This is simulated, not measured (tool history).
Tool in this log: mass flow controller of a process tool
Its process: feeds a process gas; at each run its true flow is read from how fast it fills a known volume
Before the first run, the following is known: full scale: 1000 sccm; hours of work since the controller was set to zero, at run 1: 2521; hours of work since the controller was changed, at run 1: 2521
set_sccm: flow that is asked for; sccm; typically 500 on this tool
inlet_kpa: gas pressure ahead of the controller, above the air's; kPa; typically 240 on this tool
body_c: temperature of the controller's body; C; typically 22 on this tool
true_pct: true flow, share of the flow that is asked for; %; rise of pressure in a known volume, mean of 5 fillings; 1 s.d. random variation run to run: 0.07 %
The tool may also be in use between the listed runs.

| run | day | set_sccm | inlet_kpa | body_c | hours of work since the controller was set to zero | hours of work since the controller was changed | true_pct |
|---|---|---|---|---|---|---|---|
| 1 | 0 | 500 | 240 | 22 | 2521 | 2521 | 97.54 |
| 2 | 8.471 | 500 | 240 | 22 | 2597 | 2597 | 97.57 |
| 3 | 13.433 | 821 | 240 | 22 | 2641 | 2641 | 98.72 |
| 4 | 20.792 | 821 | 240 | 22 | 2706 | 2706 | 98.83 |
| 5 | 26.571 | 821 | 240 | 22 | 2758 | 2758 | 98.88 |
| 6 | 31.112 | 821 | 240 | 22 | 2798 | 2798 | 98.66 |
| 7 | 34.762 | 189 | 240 | 22 | 2831 | 2831 | 95.55 |
| 8 | 43.546 | 189 | 240 | 22 | 2909 | 2909 | 95.45 |
| 9 | 49.029 | 500 | 240 | 22 | 2958 | 2958 | 97.42 |
| 10 | 56.2 | 500 | 240 | 22 | 3022 | 3022 | 97.4 |
|  | 56.825 | controller's zero set anew |
| 11 | 60.162 | 500 | 240 | 22 | 30 | 3057 | 97.28 |
| 12 | 67.108 | 500 | 240 | 22 | 92 | 3119 | 97.45 |
| 13 | 74.471 | 967 | 229 | 22 | 157 | 3184 | 99.12 |
| 14 | 81.067 | 702 | 229 | 23 | 216 | 3243 | 98.27 |
| 15 | 89.821 | 702 | 229 | 23 | 294 | 3321 | 98.17 |
|  | 95.667 | controller's zero set anew, once more |
| 16 | 96.792 | 500 | 224 | 38 | 10 | 3383 | 96.67 |
| 17 | 101.158 | 481 | 170 | 22 | 49 | 3422 | 98 |
| 18 | 107.612 | 153 | 173 | 31 | 106 | 3479 | 96.02 |

What if the next run were any one of these 5? Each begins from the tool's condition after run 18:
| A | 113.729 | 807 | 150 | 37 | 161 | 3534 | ? |
| B | 113.729 | 153 | 218 | 21 | 161 | 3534 | ? |
| C | 113.729 | 153 | 253 | 30 | 161 | 3534 | ? |
| D | 113.729 | 963 | 270 | 37 | 161 | 3534 | ? |
| E | 113.729 | 500 | 189 | 22 | 161 | 3534 | ? |

| run | true_pct |
|---|---|
| A | 97.96 |
| B | 96.68 |
| C | 95.92 |
| D | 98.11 |
| E | 97.95 |
With the hidden condition removed and each run's random variation left untouched, the same runs would have given:
| run | true_pct |
|---|---|
| A | 98.65 |
| B | 97.71 |
| C | 96.95 |
| D | 98.79 |
| E | 98.69 |
